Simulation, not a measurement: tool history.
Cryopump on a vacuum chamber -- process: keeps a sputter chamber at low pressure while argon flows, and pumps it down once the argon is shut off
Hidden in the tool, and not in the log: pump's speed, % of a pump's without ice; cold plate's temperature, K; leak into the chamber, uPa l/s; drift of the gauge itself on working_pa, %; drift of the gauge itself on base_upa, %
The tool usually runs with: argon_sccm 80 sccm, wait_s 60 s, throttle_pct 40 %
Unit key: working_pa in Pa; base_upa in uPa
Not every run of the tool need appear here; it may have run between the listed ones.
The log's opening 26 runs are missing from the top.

run   hour  argon_sccm  wait_s  throttle_pct  hours of work since the pump was warmed up and emptied  hours of work since the cold head was overhauled  hours of work since the chamber's fittings were tightened  working_pa  base_upa
 27  644.7          56      39            18                                                     278                                               742                                                        590      0.3004      2.02
 28  678.7          80      60            47                                                     296                                               760                                                        608      0.1752      1.39
 29  713.6          80      60            47                                                     314                                               778                                                        626      0.1734      1.50
 30  745.1          80      60            47                                                     330                                               794                                                        642      0.1755      1.47
 31  772.9          80      60            47                                                     345                                               809                                                        657      0.1749      1.40
 32  808.4          80     287            47                                                     363                                               827                                                        675      0.1769      0.60
 33  835.7         156     138            39                                                     377                                               841                                                        689      0.4111      0.83
 34  854.0         156     138            39                                                     387                                               851                                                        699      0.4113      0.85

Alternative continuations, all from the tool just after run 34; predict every row:
  A  891.1          93     138            25                                                     406                                               870                                                        718           ?         ?
  B  891.1          84      23            40                                                     406                                               870                                                        718           ?         ?
  C  891.1          56     138            39                                                     406                                               870                                                        718           ?         ?

run  working_pa  base_upa
  A      0.3732      0.91
  B      0.2181      3.32
  C      0.1487      0.89
With the hidden condition removed and each run's random variation left untouched, the same runs would have given:
run  working_pa  base_upa
  A      0.3504      0.66
  B      0.1976      3.06
  C      0.1351      0.64
